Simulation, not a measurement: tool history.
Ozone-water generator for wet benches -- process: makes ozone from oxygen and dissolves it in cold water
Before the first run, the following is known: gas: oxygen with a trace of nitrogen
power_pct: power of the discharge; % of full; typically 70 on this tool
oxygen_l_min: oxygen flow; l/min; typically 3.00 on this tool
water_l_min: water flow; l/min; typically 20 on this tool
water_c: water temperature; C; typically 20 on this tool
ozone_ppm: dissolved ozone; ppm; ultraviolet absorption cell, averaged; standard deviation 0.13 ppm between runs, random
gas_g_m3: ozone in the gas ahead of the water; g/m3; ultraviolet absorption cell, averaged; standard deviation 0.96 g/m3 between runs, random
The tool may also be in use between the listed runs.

run,hour,power_pct,oxygen_l_min,water_l_min,water_c,ozone_ppm,gas_g_m3
1,0.0,70,3.00,20,20,12.9,163.4
2,82.5,70,3.00,20,20,13.2,165.4
3,194.5,70,3.00,20,20,13.0,164.1
4,295.4,70,3.32,20,20,13.5,157.9
5,418.1,70,3.32,20,20,13.3,157.7
6,538.4,70,3.00,20,20,13.0,163.9
7,649.1,70,3.00,20,20,13.0,165.8
# hour 759.5: contactor cleaned
8,768.0,70,3.00,20,20,13.1,166.2
9,884.0,70,3.00,20,20,13.0,165.6
10,977.7,45,1.82,20,20,8.6,155.7
11,1071.9,45,1.82,20,20,8.4,156.5
12,1190.2,42,2.30,20,23,8.4,132.7
13,1296.1,70,3.00,14,20,17.6,165.8
14,1411.9,90,1.54,24,23,10.6,277.8
15,1466.6,90,1.54,24,23,10.6,276.0
16,1549.3,80,2.63,13,20,20.4,195.2
17,1659.5,78,1.77,23,17,11.0,234.4

What if the next run were any one of these 3? Each begins from the tool's condition after run 17:
# hour 1699.9: water thermometer calibrated
A,1753.3,70,3.00,20,17,?,?
# hour 1699.9: water thermometer calibrated
B,1753.3,78,1.77,15,17,?,?
# hour 1699.9: water thermometer calibrated
C,1753.3,66,3.00,22,20,?,?

run,ozone_ppm,gas_g_m3
A,13.5,166.7
B,16.9,234.0
C,11.3,160.6
Without the tool's unlogged condition, the same runs would have read:
run,ozone_ppm,gas_g_m3
A,13.5,163.7
B,16.9,229.8
C,11.3,157.7

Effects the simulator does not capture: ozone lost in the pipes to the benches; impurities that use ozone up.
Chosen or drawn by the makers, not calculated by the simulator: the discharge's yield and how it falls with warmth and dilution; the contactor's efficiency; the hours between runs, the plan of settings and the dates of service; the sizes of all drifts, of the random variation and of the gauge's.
